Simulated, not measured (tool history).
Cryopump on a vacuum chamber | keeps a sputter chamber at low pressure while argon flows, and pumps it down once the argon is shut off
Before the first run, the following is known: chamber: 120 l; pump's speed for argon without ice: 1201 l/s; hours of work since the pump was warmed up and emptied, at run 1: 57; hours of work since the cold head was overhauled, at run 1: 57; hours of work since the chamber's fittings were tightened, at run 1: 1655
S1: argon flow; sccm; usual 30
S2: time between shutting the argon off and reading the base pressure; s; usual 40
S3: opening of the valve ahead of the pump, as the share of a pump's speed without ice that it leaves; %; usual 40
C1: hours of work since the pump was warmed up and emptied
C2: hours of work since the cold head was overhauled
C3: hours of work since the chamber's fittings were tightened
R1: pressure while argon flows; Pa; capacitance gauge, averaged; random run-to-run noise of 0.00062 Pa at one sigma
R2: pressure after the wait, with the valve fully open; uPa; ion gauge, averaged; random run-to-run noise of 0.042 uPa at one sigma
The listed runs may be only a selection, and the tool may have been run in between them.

| run | day | S1 | S2 | S3 | C1 | C2 | C3 | R1 | R2 |
|---|---|---|---|---|---|---|---|---|---|
| 1 | 0 | 30 | 40 | 40 | 57 | 57 | 1655 | 0.1068 | 2.99 |
| 2 | 0.608 | 30 | 40 | 40 | 70 | 70 | 1668 | 0.1077 | 3.11 |
| 3 | 1.012 | 30 | 40 | 40 | 78 | 78 | 1676 | 0.1076 | 2.95 |
| 4 | 1.821 | 30 | 40 | 40 | 95 | 95 | 1693 | 0.1061 | 3.03 |
| 5 | 2.192 | 30 | 40 | 17 | 103 | 103 | 1701 | 0.2521 | 3.04 |
| 6 | 2.779 | 30 | 40 | 32 | 115 | 115 | 1713 | 0.1341 | 3.02 |
| 7 | 3.512 | 30 | 40 | 32 | 130 | 130 | 1729 | 0.1335 | 3.13 |
| 8 | 4.167 | 53 | 117 | 27 | 144 | 144 | 1742 | 0.2832 | 1.66 |
| 9 | 4.738 | 48 | 39 | 26 | 156 | 156 | 1754 | 0.2652 | 3.12 |
| 10 | 5.612 | 43 | 25 | 46 | 174 | 174 | 1773 | 0.1353 | 4.35 |
| 11 | 6.246 | 43 | 25 | 46 | 188 | 188 | 1786 | 0.1374 | 4.32 |
| 12 | 6.675 | 40 | 103 | 48 | 197 | 197 | 1795 | 0.1225 | 1.76 |
| 13 | 7.146 | 51 | 63 | 49 | 207 | 207 | 1805 | 0.1537 | 2.36 |

Below are 5 alternative next runs, each starting from the tool's condition after run 13. Predict each:
| A | 7.738 | 12 | 199 | 42 | 219 | 219 | 1817 | ? | ? |
| B | 7.738 | 14 | 115 | 54 | 219 | 219 | 1817 | ? | ? |
| C | 7.738 | 21 | 63 | 37 | 219 | 219 | 1817 | ? | ? |
| D | 7.738 | 30 | 40 | 58 | 219 | 219 | 1817 | ? | ? |
| E | 7.738 | 51 | 274 | 49 | 219 | 219 | 1817 | ? | ? |

| run | R1 | R2 |
|---|---|---|
| A | 0.0426 | 1.38 |
| B | 0.0387 | 1.73 |
| C | 0.0831 | 2.36 |
| D | 0.0781 | 3.12 |
| E | 0.1537 | 1.22 |
Without the tool's hidden state the same runs would have given:
| run | R1 | R2 |
|---|---|---|
| A | 0.0407 | 0.67 |
| B | 0.0365 | 1.03 |
| C | 0.0797 | 1.66 |
| D | 0.0734 | 2.42 |
| E | 0.1457 | 0.54 |
